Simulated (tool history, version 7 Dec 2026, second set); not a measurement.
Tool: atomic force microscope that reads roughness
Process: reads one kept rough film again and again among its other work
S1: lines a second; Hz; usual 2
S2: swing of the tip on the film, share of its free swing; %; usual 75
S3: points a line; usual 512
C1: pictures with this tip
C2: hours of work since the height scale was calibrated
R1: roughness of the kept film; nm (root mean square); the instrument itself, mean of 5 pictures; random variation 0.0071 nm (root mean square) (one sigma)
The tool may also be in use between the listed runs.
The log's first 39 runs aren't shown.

{"run": 40, "day": 18.312, "S1": 2, "S2": 57, "S3": 979, "C1": 30, "C2": 57, "R1": 1.587}
{"run": 41, "day": 18.692, "S1": 2, "S2": 57, "S3": 979, "C1": 40, "C2": 61, "R1": 1.569}
{"run": 42, "day": 19.192, "S1": 0.65, "S2": 73, "S3": 850, "C1": 53, "C2": 66, "R1": 1.541}
{"run": 43, "day": 19.758, "S1": 1.27, "S2": 75, "S3": 267, "C1": 68, "C2": 72, "R1": 1.432}
{"run": 44, "day": 20.208, "S1": 0.55, "S2": 75, "S3": 512, "C1": 80, "C2": 76, "R1": 1.506}
{"run": 45, "day": 20.675, "S1": 1.62, "S2": 62, "S3": 721, "C1": 92, "C2": 81, "R1": 1.471}
{"run": 46, "day": 21.296, "S1": 2, "S2": 67, "S3": 512, "C1": 108, "C2": 87, "R1": 1.383}
{"run": 47, "day": 21.883, "S1": 1.77, "S2": 71, "S3": 436, "C1": 124, "C2": 93, "R1": 1.341}
{"run": 48, "day": 22.446, "S1": 0.65, "S2": 82, "S3": 512, "C1": 138, "C2": 99, "R1": 1.374}
{"day": 22.875, "done": "new tip fitted"}
{"run": 49, "day": 22.875, "S1": 0.65, "S2": 82, "S3": 512, "C1": 0, "C2": 103, "R1": 1.596}

5 ways to go on from here, each from the tool as it stands after run 49. What would each give?
{"run": "A", "day": 23.208, "S1": 0.73, "S2": 86, "S3": 662, "C1": 9, "C2": 107, "R1": "?"}
{"run": "B", "day": 23.208, "S1": 2.18, "S2": 75, "S3": 512, "C1": 9, "C2": 107, "R1": "?"}
{"run": "C", "day": 23.208, "S1": 1.52, "S2": 55, "S3": 512, "C1": 9, "C2": 107, "R1": "?"}
{"run": "D", "day": 23.208, "S1": 2, "S2": 75, "S3": 546, "C1": 9, "C2": 107, "R1": "?"}
{"run": "E", "day": 23.208, "S1": 1.98, "S2": 81, "S3": 914, "C1": 9, "C2": 107, "R1": "?"}

run=A R1=1.525
run=B R1=1.432
run=C R1=1.652
run=D R1=1.467
run=E R1=1.387
Without the tool's hidden state the same runs would have given:
run=A R1=1.546
run=B R1=1.451
run=C R1=1.674
run=D R1=1.486
run=E R1=1.406
